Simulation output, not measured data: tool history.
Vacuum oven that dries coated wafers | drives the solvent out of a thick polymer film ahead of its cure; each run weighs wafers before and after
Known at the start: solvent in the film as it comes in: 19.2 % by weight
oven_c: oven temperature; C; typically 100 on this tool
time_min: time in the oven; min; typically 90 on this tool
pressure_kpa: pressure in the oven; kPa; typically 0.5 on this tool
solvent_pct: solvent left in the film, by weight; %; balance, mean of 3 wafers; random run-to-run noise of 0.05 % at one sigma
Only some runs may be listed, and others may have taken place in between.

| run | hour | oven_c | time_min | pressure_kpa | solvent_pct |
|---|---|---|---|---|---|
| 1 | 0 | 100 | 90 | 0.5 | 0.68 |
| 2 | 6.7 | 100 | 90 | 0.5 | 0.68 |
| 3 | 17.1 | 106 | 90 | 0.5 | 0.29 |
| 4 | 32 | 99 | 90 | 0.5 | 0.82 |
| 5 | 39.7 | 100 | 62 | 0.5 | 1.77 |
| 6 | 49.4 | 100 | 62 | 0.5 | 1.85 |
| 7 | 63 | 100 | 62 | 0.5 | 1.66 |
| 8 | 76.8 | 100 | 90 | 0.5 | 0.76 |
| 9 | 89.2 | 100 | 90 | 0.5 | 0.79 |
| 10 | 99.4 | 100 | 90 | 0.5 | 0.8 |
| 11 | 107.2 | 100 | 90 | 0.5 | 0.72 |
| 12 | 116.4 | 100 | 90 | 0.5 | 0.75 |
| 13 | 122.7 | 100 | 90 | 0.5 | 0.72 |
| 14 | 130.7 | 100 | 90 | 0.5 | 0.77 |
| 15 | 143.5 | 100 | 90 | 1.211 | 0.94 |
| 16 | 157.5 | 100 | 90 | 1.211 | 1.02 |
| 17 | 172.2 | 90 | 90 | 1.211 | 2.98 |
| 18 | 179.8 | 100 | 90 | 0.942 | 0.95 |
| 19 | 192 | 100 | 90 | 0.942 | 0.9 |
| 20 | 199.1 | 100 | 90 | 0.5 | 0.76 |
| 21 | 209.7 | 100 | 90 | 0.5 | 0.77 |
| 22 | 219.6 | 100 | 90 | 0.5 | 0.77 |
| 23 | 233.4 | 92 | 90 | 0.785 | 2.32 |
| 24 | 241.5 | 92 | 90 | 0.785 | 2.38 |
| 25 | 250.1 | 92 | 90 | 0.785 | 2.37 |
| 26 | 257.2 | 95 | 90 | 1.749 | 2.07 |
| 27 | 265.4 | 95 | 90 | 1.749 | 2.08 |
| 28 | 276.2 | 104 | 46 | 0.5 | 2.13 |
| 29 | 287.6 | 104 | 125 | 1.107 | 0.42 |
| 30 | 301 | 104 | 125 | 1.107 | 0.44 |
| 31 | 314.4 | 104 | 83 | 1.13 | 0.68 |
| 32 | 328.6 | 108 | 53 | 0.281 | 1 |
| 33 | 335.8 | 109 | 85 | 0.703 | 0.4 |
| 34 | 346 | 106 | 61 | 0.721 | 0.92 |
| 35 | 359.8 | 99 | 139 | 0.5 | 0.28 |
| 36 | 375.2 | 105 | 121 | 0.347 | 0.11 |
| 37 | 389.7 | 108 | 120 | 1.381 | 0.39 |
| 38 | 396.4 | 91 | 107 | 1.405 | 2.31 |
| 39 | 411.1 | 100 | 93 | 1.211 | 1.06 |

What would each run have given without the hidden state, its run-to-run variation left as it was?
Unlogged tool condition in this case: true wafer temperature over the reading, C; true pressure over the reading, kPa; drift of the gauge itself on solvent_pct, %.
| run | solvent_pct |
|---|---|
| 1 | 0.63 |
| 2 | 0.63 |
| 3 | 0.26 |
| 4 | 0.76 |
| 5 | 1.66 |
| 6 | 1.74 |
| 7 | 1.55 |
| 8 | 0.69 |
| 9 | 0.72 |
| 10 | 0.73 |
| 11 | 0.65 |
| 12 | 0.68 |
| 13 | 0.64 |
| 14 | 0.69 |
| 15 | 0.86 |
| 16 | 0.93 |
| 17 | 2.78 |
| 18 | 0.86 |
| 19 | 0.8 |
| 20 | 0.67 |
| 21 | 0.67 |
| 22 | 0.67 |
| 23 | 2.12 |
| 24 | 2.18 |
| 25 | 2.16 |
| 26 | 1.9 |
| 27 | 1.9 |
| 28 | 1.94 |
| 29 | 0.37 |
| 30 | 0.39 |
| 31 | 0.59 |
| 32 | 0.87 |
| 33 | 0.35 |
| 34 | 0.79 |
| 35 | 0.21 |
| 36 | 0.06 |
| 37 | 0.34 |
| 38 | 2.06 |
| 39 | 0.91 |
